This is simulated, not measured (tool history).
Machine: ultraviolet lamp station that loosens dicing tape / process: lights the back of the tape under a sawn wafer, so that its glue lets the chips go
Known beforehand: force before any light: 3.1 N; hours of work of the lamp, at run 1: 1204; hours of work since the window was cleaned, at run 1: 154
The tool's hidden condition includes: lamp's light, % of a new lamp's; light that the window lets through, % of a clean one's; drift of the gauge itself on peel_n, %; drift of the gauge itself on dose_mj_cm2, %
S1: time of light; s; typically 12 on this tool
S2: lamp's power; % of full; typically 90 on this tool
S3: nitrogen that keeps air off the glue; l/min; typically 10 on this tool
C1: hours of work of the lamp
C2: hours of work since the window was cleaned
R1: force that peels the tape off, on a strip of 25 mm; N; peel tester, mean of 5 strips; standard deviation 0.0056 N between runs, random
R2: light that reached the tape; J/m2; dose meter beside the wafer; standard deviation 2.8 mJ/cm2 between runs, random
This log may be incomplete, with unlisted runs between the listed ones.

run 1 hour=0 | S1=12 S2=90 S3=10 | C1=1204 C2=154 | R1=0.239 R2=2910
run 2 hour=34.6 | S1=12 S2=90 S3=10 | C1=1230 C2=180 | R1=0.248 R2=2840
run 3 hour=66.3 | S1=12 S2=90 S3=10 | C1=1253 C2=203 | R1=0.244 R2=2780
run 4 hour=90.2 | S1=12 S2=90 S3=10 | C1=1271 C2=221 | R1=0.249 R2=2730
run 5 hour=128.7 | S1=12 S2=90 S3=10 | C1=1300 C2=250 | R1=0.265 R2=2740
run 6 hour=179.4 | S1=12 S2=90 S3=10 | C1=1337 C2=287 | R1=0.274 R2=2600
run 7 hour=229.5 | S1=12 S2=90 S3=10 | C1=1375 C2=325 | R1=0.279 R2=2630
run 8 hour=274.1 | S1=12 S2=90 S3=10 | C1=1408 C2=358 | R1=0.302 R2=2550
-- hour=285.7 window cleaned of glue's vapour
run 9 hour=319.1 | S1=12 S2=90 S3=10 | C1=1441 C2=25 | R1=0.248 R2=2970
run 10 hour=350.8 | S1=12 S2=90 S3=4 | C1=1465 C2=49 | R1=0.455 R2=2890
run 11 hour=401.1 | S1=12 S2=90 S3=4 | C1=1502 C2=86 | R1=0.494 R2=2860
run 12 hour=448.7 | S1=12 S2=90 S3=4 | C1=1538 C2=121 | R1=0.501 R2=2750
run 13 hour=479.8 | S1=12 S2=90 S3=4 | C1=1561 C2=145 | R1=0.511 R2=2720
run 14 hour=520.6 | S1=12 S2=90 S3=4 | C1=1591 C2=175 | R1=0.524 R2=2650
-- hour=524.6 lamp changed
run 15 hour=544.6 | S1=12 S2=90 S3=4 | C1=15 C2=192 | R1=0.318 R2=3500
run 16 hour=567.1 | S1=23 S2=74 S3=4 | C1=32 C2=209 | R1=0.129 R2=5570
run 17 hour=599.3 | S1=15 S2=81 S3=4 | C1=56 C2=233 | R1=0.266 R2=3850
run 18 hour=639.5 | S1=12 S2=67 S3=10 | C1=86 C2=263 | R1=0.309 R2=2510
run 19 hour=664.8 | S1=14 S2=74 S3=18 | C1=104 C2=282 | R1=0.138 R2=3240
run 20 hour=712.1 | S1=10 S2=90 S3=18 | C1=140 C2=317 | R1=0.179 R2=2760

What will run 21 give?
run 21 hour=740.1 | S1=8 S2=90 S3=4 | C1=160 C2=338 | R1=? R2=?

R1: 0.772 N
R2: 2150 J/m2
The same run, on a tool lacking any hidden state, would have yielded R1 0.588 N, R2 2590 J/m2.

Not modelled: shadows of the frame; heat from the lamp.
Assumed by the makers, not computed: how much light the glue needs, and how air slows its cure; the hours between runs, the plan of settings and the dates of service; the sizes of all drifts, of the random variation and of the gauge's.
